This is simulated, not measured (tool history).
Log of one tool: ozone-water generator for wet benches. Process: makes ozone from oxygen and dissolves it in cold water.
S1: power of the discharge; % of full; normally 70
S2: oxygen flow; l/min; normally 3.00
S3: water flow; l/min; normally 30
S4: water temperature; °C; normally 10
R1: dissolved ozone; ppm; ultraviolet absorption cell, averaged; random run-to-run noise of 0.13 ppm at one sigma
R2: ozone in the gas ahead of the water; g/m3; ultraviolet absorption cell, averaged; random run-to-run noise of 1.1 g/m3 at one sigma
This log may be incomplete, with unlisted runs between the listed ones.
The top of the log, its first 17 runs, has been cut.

| run | hour | S1 | S2 | S3 | S4 | R1 | R2 |
|---|---|---|---|---|---|---|---|
| 18 | 484.0 | 45 | 3.56 | 23 | 13 | 11.1 | 114.4 |
| 19 | 524.2 | 41 | 3.00 | 30 | 6 | 7.9 | 115.9 |
| 20 | 549.2 | 41 | 3.00 | 30 | 6 | 8.2 | 115.5 |
|  | 579.9 | gauge calibrated |
| 21 | 587.5 | 41 | 3.12 | 30 | 6 | 8.3 | 116.0 |
| 22 | 616.2 | 81 | 2.55 | 30 | 6 | 15.1 | 246.3 |
| 23 | 650.1 | 51 | 4.17 | 29 | 6 | 11.0 | 116.6 |
| 24 | 681.0 | 73 | 3.00 | 25 | 9 | 16.3 | 199.1 |
| 25 | 710.7 | 81 | 1.77 | 25 | 9 | 16.4 | 310.2 |
| 26 | 732.6 | 81 | 1.77 | 25 | 9 | 16.5 | 309.8 |
| 27 | 761.6 | 70 | 3.00 | 39 | 8 | 9.9 | 191.0 |
| 28 | 789.3 | 53 | 1.62 | 22 | 6 | 12.5 | 220.8 |
| 29 | 819.5 | 53 | 1.62 | 22 | 6 | 12.7 | 219.7 |
| 30 | 847.5 | 59 | 2.94 | 37 | 10 | 8.9 | 165.5 |
| 31 | 865.9 | 88 | 2.26 | 34 | 17 | 13.0 | 281.2 |
| 32 | 892.2 | 47 | 3.59 | 46 | 8 | 5.9 | 116.8 |

Alternative continuations, all from the tool just after run 32; predict every row:
| A | 925.0 | 70 | 3.00 | 20 | 8 | ? | ? |
| B | 925.0 | 44 | 3.54 | 46 | 17 | ? | ? |
| C | 925.0 | 66 | 3.00 | 32 | 6 | ? | ? |
| D | 925.0 | 51 | 3.59 | 46 | 8 | ? | ? |
| E | 925.0 | 76 | 2.04 | 31 | 10 | ? | ? |

| run | R1 | R2 |
|---|---|---|
| A | 19.2 | 189.6 |
| B | 5.3 | 112.8 |
| C | 11.8 | 179.4 |
| D | 6.5 | 125.1 |
| E | 12.6 | 263.5 |
What these runs would have given with no unlogged condition in the tool:
| run | R1 | R2 |
|---|---|---|
| A | 19.2 | 193.0 |
| B | 5.3 | 114.8 |
| C | 11.8 | 182.6 |
| D | 6.5 | 127.3 |
| E | 12.6 | 268.2 |
